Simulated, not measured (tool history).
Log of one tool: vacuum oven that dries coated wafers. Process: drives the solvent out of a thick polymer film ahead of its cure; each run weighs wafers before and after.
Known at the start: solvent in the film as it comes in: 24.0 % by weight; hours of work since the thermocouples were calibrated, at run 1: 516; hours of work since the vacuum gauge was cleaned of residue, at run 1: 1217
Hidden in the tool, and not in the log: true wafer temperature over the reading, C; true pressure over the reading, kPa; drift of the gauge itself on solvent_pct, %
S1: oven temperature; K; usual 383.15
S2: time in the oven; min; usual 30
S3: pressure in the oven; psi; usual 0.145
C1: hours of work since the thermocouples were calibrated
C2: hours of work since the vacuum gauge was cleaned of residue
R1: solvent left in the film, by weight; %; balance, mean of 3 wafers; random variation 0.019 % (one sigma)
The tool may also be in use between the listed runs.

run	hour	S1	S2	S3	C1	C2	R1
1	0	383.15	30	0.145	516	1217	2.01
2	47.4	383.15	26	0.145	549	1250	2.5
3	143.8	383.15	26	0.145	615	1316	2.45
4	204.4	383.15	30	0.145	657	1358	2.01
5	273.7	383.15	24	0.145	704	1405	2.85
6	342.1	383.15	30	0.145	751	1453	1.98
7	422.3	383.15	30	0.145	807	1508	2
8	473.8	383.15	30	0.342	842	1543	2.95
9	524.1	383.15	30	0.342	877	1578	2.91
10	608.5	383.15	30	0.342	935	1636	2.94
11	689.5	383.15	30	0.342	990	1691	2.92
12	767.8	383.15	16	0.342	1044	1745	5.71
# hour 781.4: oven's thermocouples calibrated
13	876.2	383.15	16	0.342	65	1818	5.96
14	968.3	383.15	16	0.342	128	1882	5.94
15	1012.6	383.15	30	0.145	159	1912	2.14
16	1075.3	383.15	30	0.145	202	1955	2.13
17	1133	383.15	30	0.145	242	1995	2.16
18	1180.8	383.15	30	0.145	275	2028	2.16
19	1244.3	383.15	30	0.145	318	2071	2.19
20	1340.9	393.15	30	0.3	385	2138	1.69
21	1430	380.15	47	0.274	446	2199	2.22
22	1518.8	393.15	34	0.289	507	2260	1.5
23	1571.1	393.15	34	0.289	543	2296	1.49
24	1660.8	393.15	34	0.289	604	2358	1.49
# hour 1668.9: vacuum gauge cleaned of residue and calibrated
25	1739.4	376.15	33	0.145	657	48	3.33
26	1813.6	376.15	33	0.145	708	99	3.3
27	1905	383.15	36	0.306	771	162	2.73
# hour 1939.8: vacuum gauge cleaned of residue and calibrated, once more
28	1994.3	383.15	30	0.138	832	37	1.69
29	2049.4	383.15	17	0.55	869	75	6.01
30	2124	383.15	17	0.55	921	127	5.94
31	2197.6	376.15	48	0.335	971	177	2.59
32	2285.2	386.15	18	0.319	1032	237	4
# hour 2317: oven's thermocouples calibrated
33	2330.5	375.15	16	0.319	9	267	8.05
34	2393.2	375.15	16	0.319	52	310	8.04
35	2476.5	375.15	16	0.319	110	367	8.02
36	2579.2	369.15	33	0.405	180	438	6.18
37	2643.6	389.15	27	0.117	224	482	1.37
38	2689.1	389.15	27	0.117	256	514	1.34

How the hidden state differs across the entries between the runs, from the last listed run before each to the first after it:
Between runs 12 and 13: oven's thermocouples calibrated (hour 781.4)
  true wafer temperature over the reading, C: 1.1 -> 0.11; true pressure over the reading, kPa: 0.433 -> 0.451
  measured less the result without the state, R1: -0.04 -> +0.24 %
Between runs 24 and 25: vacuum gauge cleaned of residue and calibrated (hour 1668.9)
  true wafer temperature over the reading, C: 0.74 -> 0.8; true pressure over the reading, kPa: 0.585 -> 0.965
  measured less the result without the state, R1: +0.25 -> +0.66 %
Between runs 27 and 28: vacuum gauge cleaned of residue and calibrated, once more (hour 1939.8)
  true wafer temperature over the reading, C: 0.93 -> 1.01; true pressure over the reading, kPa: 0.992 -> 0.019
  measured less the result without the state, R1: +0.57 -> -0.13 %
Between runs 32 and 33: oven's thermocouples calibrated (hour 2317)
  true wafer temperature over the reading, C: 1.25 -> -0.03; true pressure over the reading, kPa: 0.069 -> 0.076
  measured less the result without the state, R1: -0.25 -> +0.07 %

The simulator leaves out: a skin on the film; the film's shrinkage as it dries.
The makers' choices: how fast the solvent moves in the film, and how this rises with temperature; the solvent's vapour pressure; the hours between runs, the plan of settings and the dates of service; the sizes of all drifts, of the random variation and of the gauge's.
